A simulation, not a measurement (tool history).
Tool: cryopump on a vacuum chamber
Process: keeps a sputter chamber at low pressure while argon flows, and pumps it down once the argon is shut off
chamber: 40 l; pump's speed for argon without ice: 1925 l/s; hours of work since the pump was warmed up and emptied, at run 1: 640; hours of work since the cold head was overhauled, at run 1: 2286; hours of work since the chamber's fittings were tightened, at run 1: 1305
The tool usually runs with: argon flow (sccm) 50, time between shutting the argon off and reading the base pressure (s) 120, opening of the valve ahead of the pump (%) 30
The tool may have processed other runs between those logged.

| run | hour | argon flow (sccm) | time between shutting the argon off and reading the base pressure (s) | opening of the valve ahead of the pump (%) | hours of work since the pump was warmed up and emptied | hours of work since the cold head was overhauled | hours of work since the chamber's fittings were tightened | pressure while argon flows (Pa) | pressure after the wait (uPa) |
|---|---|---|---|---|---|---|---|---|---|
| 1 | 0.0 | 50 | 120 | 30 | 640 | 2286 | 1305 | 0.1582 | 0.70 |
| 2 | 65.2 | 50 | 120 | 30 | 697 | 2343 | 1362 | 0.1573 | 0.73 |
| 3 | 127.6 | 50 | 120 | 30 | 751 | 2397 | 1416 | 0.1579 | 0.77 |
|  | 159.8 | pump warmed up, emptied and cooled again |
| 4 | 218.4 | 50 | 120 | 30 | 51 | 2471 | 1490 | 0.1490 | 0.67 |
| 5 | 282.7 | 50 | 120 | 30 | 107 | 2527 | 1546 | 0.1484 | 0.69 |
| 6 | 327.0 | 57 | 120 | 30 | 145 | 2565 | 1584 | 0.1695 | 0.76 |
| 7 | 394.0 | 57 | 120 | 30 | 203 | 2623 | 1642 | 0.1708 | 0.68 |
| 8 | 485.3 | 57 | 120 | 30 | 282 | 2703 | 1722 | 0.1735 | 0.76 |
| 9 | 560.6 | 50 | 120 | 30 | 348 | 2768 | 1787 | 0.1518 | 0.79 |
| 10 | 639.6 | 95 | 120 | 30 | 416 | 2836 | 1855 | 0.2878 | 0.81 |
| 11 | 682.9 | 23 | 120 | 16 | 454 | 2874 | 1893 | 0.1289 | 0.85 |
| 12 | 762.3 | 23 | 120 | 16 | 522 | 2943 | 1962 | 0.1307 | 0.81 |
| 13 | 847.1 | 23 | 120 | 16 | 596 | 3016 | 2035 | 0.1304 | 0.84 |
| 14 | 911.1 | 53 | 26 | 54 | 651 | 3072 | 2091 | 0.0959 | 1.57 |
| 15 | 985.8 | 52 | 110 | 45 | 716 | 3137 | 2156 | 0.1129 | 0.96 |
|  | 1059.4 | pump warmed up, emptied and cooled again |
| 16 | 1064.0 | 52 | 110 | 45 | 4 | 3200 | 2219 | 0.1025 | 0.84 |
| 17 | 1101.5 | 52 | 110 | 45 | 37 | 3233 | 2252 | 0.1039 | 0.83 |
| 18 | 1146.0 | 52 | 110 | 45 | 75 | 3271 | 2290 | 0.1047 | 0.86 |

Each row is a separate what-if for the run after 18, all from the same tool condition, not one after another. Results?
| A | 1203.3 | 50 | 143 | 58 | 125 | 3321 | 2340 | ? | ? |
| B | 1203.3 | 99 | 120 | 30 | 125 | 3321 | 2340 | ? | ? |
| C | 1203.3 | 50 | 208 | 30 | 125 | 3321 | 2340 | ? | ? |
| D | 1203.3 | 45 | 61 | 24 | 125 | 3321 | 2340 | ? | ? |

| run | pressure while argon flows (Pa) | pressure after the wait (uPa) |
|---|---|---|
| A | 0.0795 | 0.82 |
| B | 0.2954 | 0.82 |
| C | 0.1503 | 0.75 |
| D | 0.1666 | 1.08 |
Stripped of hidden state, with their random variation kept, the same runs would have yielded:
| run | pressure while argon flows (Pa) | pressure after the wait (uPa) |
|---|---|---|
| A | 0.0762 | 0.32 |
| B | 0.2890 | 0.33 |
| C | 0.1471 | 0.25 |
| D | 0.1637 | 0.57 |
